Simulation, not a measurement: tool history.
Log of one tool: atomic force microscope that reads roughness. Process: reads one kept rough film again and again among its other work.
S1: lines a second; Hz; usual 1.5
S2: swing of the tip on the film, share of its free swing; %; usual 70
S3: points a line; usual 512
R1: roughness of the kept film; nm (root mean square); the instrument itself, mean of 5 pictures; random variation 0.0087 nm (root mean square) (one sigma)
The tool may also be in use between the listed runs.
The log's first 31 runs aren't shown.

run    hour    S1  S2   S3     R1
     1397.3  -- new tip fitted
 32  1426.7  1.46  79  512  1.876
     1458.7  -- new tip fitted
 33  1477.8  2.76  57  414  1.924
     1518.6  -- new tip fitted
 34  1519.1  0.51  57  570  1.994
 35  1571.1  2.62  74  522  1.811
     1579.7  -- new tip fitted
 36  1625.2  2.62  74  674  1.819
     1643.6  -- new tip fitted
 37  1679.3  2.62  74  674  1.811
       1707  -- new tip fitted
 38  1737.3  2.62  74  674  1.825
     1767.5  -- new tip fitted
 39  1788.2  2.62  74  674  1.832
     1828.6  -- new tip fitted
 40  1844.8  2.62  74  674  1.808
 41  1885.5  2.21  64  575   1.93
     1890.7  -- new tip fitted
 42  1941.7  0.54  56  498  1.989
     1953.6  -- new tip fitted
 43  2007.5  0.54  56  440  2.006
     2013.1  -- new tip fitted
 44  2038.8  0.54  56  440  2.001
     2076.3  -- new tip fitted
 45  2078.5  0.79  88  464  1.889

4 ways to go on from here, each from the tool as it stands after run 45. What would each give?
  A  2111  1.88  60  361   ?
  B  2111  0.79  86  464   ?
  C  2111  3.28  88  270   ?
  D  2111  3.59  82  512   ?

run     R1
  A   1.95
  B  1.903
  C  1.578
  D  1.651
Without the tool's hidden state the same runs would have given:
run     R1
  A   1.95
  B  1.903
  C  1.578
  D  1.651

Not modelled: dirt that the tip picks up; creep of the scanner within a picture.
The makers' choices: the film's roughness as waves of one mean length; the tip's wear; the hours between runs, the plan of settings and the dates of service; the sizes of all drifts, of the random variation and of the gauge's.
